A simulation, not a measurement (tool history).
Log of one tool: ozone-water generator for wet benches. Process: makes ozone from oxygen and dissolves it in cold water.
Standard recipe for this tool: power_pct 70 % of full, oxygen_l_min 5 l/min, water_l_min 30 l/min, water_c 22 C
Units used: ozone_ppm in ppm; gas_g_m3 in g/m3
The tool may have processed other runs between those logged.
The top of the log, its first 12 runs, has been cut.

{"run": 13, "hour": 735.0, "power_pct": 70, "oxygen_l_min": 5, "water_l_min": 30, "water_c": 22, "ozone_ppm": 9.5, "gas_g_m3": 135.7}
{"run": 14, "hour": 778.5, "power_pct": 70, "oxygen_l_min": 5, "water_l_min": 30, "water_c": 22, "ozone_ppm": 9.3, "gas_g_m3": 136.7}
{"run": 15, "hour": 849.8, "power_pct": 70, "oxygen_l_min": 5, "water_l_min": 30, "water_c": 22, "ozone_ppm": 9.5, "gas_g_m3": 136.9}
{"run": 16, "hour": 910.2, "power_pct": 70, "oxygen_l_min": 5, "water_l_min": 30, "water_c": 22, "ozone_ppm": 9.4, "gas_g_m3": 136}
{"run": 17, "hour": 987.6, "power_pct": 70, "oxygen_l_min": 5, "water_l_min": 30, "water_c": 22, "ozone_ppm": 9.6, "gas_g_m3": 135.3}
{"hour": 1054.6, "done": "contactor cleaned"}
{"run": 18, "hour": 1058.4, "power_pct": 70, "oxygen_l_min": 5, "water_l_min": 30, "water_c": 22, "ozone_ppm": 10, "gas_g_m3": 134.6}
{"run": 19, "hour": 1117.1, "power_pct": 70, "oxygen_l_min": 5, "water_l_min": 30, "water_c": 22, "ozone_ppm": 9.6, "gas_g_m3": 135.2}
{"run": 20, "hour": 1175.6, "power_pct": 70, "oxygen_l_min": 5.56, "water_l_min": 30, "water_c": 22, "ozone_ppm": 9.7, "gas_g_m3": 126.5}
{"run": 21, "hour": 1214.0, "power_pct": 50, "oxygen_l_min": 5, "water_l_min": 30, "water_c": 22, "ozone_ppm": 7.3, "gas_g_m3": 104.7}
{"run": 22, "hour": 1277.1, "power_pct": 50, "oxygen_l_min": 5, "water_l_min": 30, "water_c": 22, "ozone_ppm": 7.5, "gas_g_m3": 104}
{"run": 23, "hour": 1326.6, "power_pct": 50, "oxygen_l_min": 5, "water_l_min": 30, "water_c": 22, "ozone_ppm": 7.5, "gas_g_m3": 104.3}
{"run": 24, "hour": 1393.2, "power_pct": 50, "oxygen_l_min": 5, "water_l_min": 30, "water_c": 22, "ozone_ppm": 7.4, "gas_g_m3": 104.2}
{"run": 25, "hour": 1446.5, "power_pct": 92, "oxygen_l_min": 4.32, "water_l_min": 34, "water_c": 30, "ozone_ppm": 9.5, "gas_g_m3": 180.3}
{"run": 26, "hour": 1498.2, "power_pct": 92, "oxygen_l_min": 4.32, "water_l_min": 34, "water_c": 30, "ozone_ppm": 9.4, "gas_g_m3": 180.9}
{"run": 27, "hour": 1551.7, "power_pct": 92, "oxygen_l_min": 4.32, "water_l_min": 34, "water_c": 30, "ozone_ppm": 9.4, "gas_g_m3": 180.2}
{"run": 28, "hour": 1616.7, "power_pct": 61, "oxygen_l_min": 7.79, "water_l_min": 30, "water_c": 22, "ozone_ppm": 8.3, "gas_g_m3": 92.6}
{"run": 29, "hour": 1650.4, "power_pct": 61, "oxygen_l_min": 7.79, "water_l_min": 30, "water_c": 20, "ozone_ppm": 8.6, "gas_g_m3": 91.2}
{"run": 30, "hour": 1697.3, "power_pct": 61, "oxygen_l_min": 7.79, "water_l_min": 34, "water_c": 23, "ozone_ppm": 7.4, "gas_g_m3": 90.7}
{"run": 31, "hour": 1756.7, "power_pct": 90, "oxygen_l_min": 4.44, "water_l_min": 37, "water_c": 26, "ozone_ppm": 8.6, "gas_g_m3": 173.7}
{"run": 32, "hour": 1824.9, "power_pct": 70, "oxygen_l_min": 5, "water_l_min": 26, "water_c": 16, "ozone_ppm": 11.9, "gas_g_m3": 134}
{"run": 33, "hour": 1894.8, "power_pct": 81, "oxygen_l_min": 5, "water_l_min": 26, "water_c": 16, "ozone_ppm": 13.2, "gas_g_m3": 148.5}

Alternative continuations, all from the tool just after run 33; predict every row:
{"run": "A", "hour": 1973.4, "power_pct": 70, "oxygen_l_min": 5, "water_l_min": 24, "water_c": 22, "ozone_ppm": "?", "gas_g_m3": "?"}
{"run": "B", "hour": 1973.4, "power_pct": 98, "oxygen_l_min": 2.6, "water_l_min": 18, "water_c": 16, "ozone_ppm": "?", "gas_g_m3": "?"}
{"run": "C", "hour": 1973.4, "power_pct": 73, "oxygen_l_min": 5, "water_l_min": 40, "water_c": 16, "ozone_ppm": "?", "gas_g_m3": "?"}
{"run": "D", "hour": 1973.4, "power_pct": 70, "oxygen_l_min": 4.61, "water_l_min": 30, "water_c": 16, "ozone_ppm": "?", "gas_g_m3": "?"}

run=A ozone_ppm=11.8 gas_g_m3=133.7
run=B ozone_ppm=21.5 gas_g_m3=257.3
run=C ozone_ppm=7.5 gas_g_m3=136.8
run=D ozone_ppm=10.1 gas_g_m3=138.8
Stripped of hidden state, with their random variation kept, the same runs would have yielded:
run=A ozone_ppm=12.6 gas_g_m3=141.3
run=B ozone_ppm=23.2 gas_g_m3=275.7
run=C ozone_ppm=8.1 gas_g_m3=144.8
run=D ozone_ppm=10.8 gas_g_m3=146.6
